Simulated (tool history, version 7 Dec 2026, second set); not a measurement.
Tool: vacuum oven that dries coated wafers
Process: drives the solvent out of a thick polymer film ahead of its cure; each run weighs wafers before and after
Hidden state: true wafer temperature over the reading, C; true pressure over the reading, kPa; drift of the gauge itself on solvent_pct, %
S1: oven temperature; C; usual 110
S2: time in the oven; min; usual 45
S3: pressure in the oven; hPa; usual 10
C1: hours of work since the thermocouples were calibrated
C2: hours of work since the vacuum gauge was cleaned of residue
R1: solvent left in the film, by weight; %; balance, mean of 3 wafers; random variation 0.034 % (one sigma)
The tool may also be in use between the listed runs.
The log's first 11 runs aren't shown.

run   hour   S1  S2    S3   C1   C2    R1
     241.3  -- vacuum gauge cleaned of residue and calibrated
 12  258.5  124  45    10  742    9  0.75
 13  270.3  124  45    10  749   16  0.76
 14    289  110  23    10  759   26  4.22
 15    304  123  23    10  767   34  1.52
 16  329.5   97  23    10  781   48  7.25
 17  353.1   97  23    10  794   61  7.22
 18  369.1   97  23    10  803   70  7.35
 19  386.1  122  45    34  812   79  2.62
 20  413.1  122  36   5.9  827   94  0.73
 21  424.7  122  36   5.9  833  100  0.78
 22  447.3  122  36   5.9  845  112  0.73
 23    462  110  45  15.8  854  120  2.83
 24    477  100  45  21.9  862  129  5.89
 25  500.2  122  80  37.7  874  141  2.83
 26    513  122  74  37.7  881  148  2.83
 27  525.3  111  23    17  888  155  4.59
 28  539.2  114  36  18.5  896  163   2.8
 29    551   98  46  10.5  902  169  5.05
 30  567.7   98  46  10.5  911  178  5.03
 31  583.1  117  45    15  920  187  1.69
 32    596  105  28    15  927  194  5.35
 33  609.8   96  51  14.4  934  201  5.78
 34    632   96  51  14.4  946  213  5.76
 35  655.8   96  51  14.4  959  226  5.85

Forecast each of these 4 alternatives for the next run:
  A  675.8   99  39  13.3  970  237   ?
  B  675.8  118  51  14.4  970  237   ?
  C  675.8  110  30    10  970  237   ?
  D  675.8  105  30  14.1  970  237   ?

run    R1
  A  5.64
  B  1.54
  C  3.52
  D  5.03
Without the tool's hidden state the same runs would have given:
run    R1
  A  5.02
  B  1.31
  C  2.98
  D  4.44
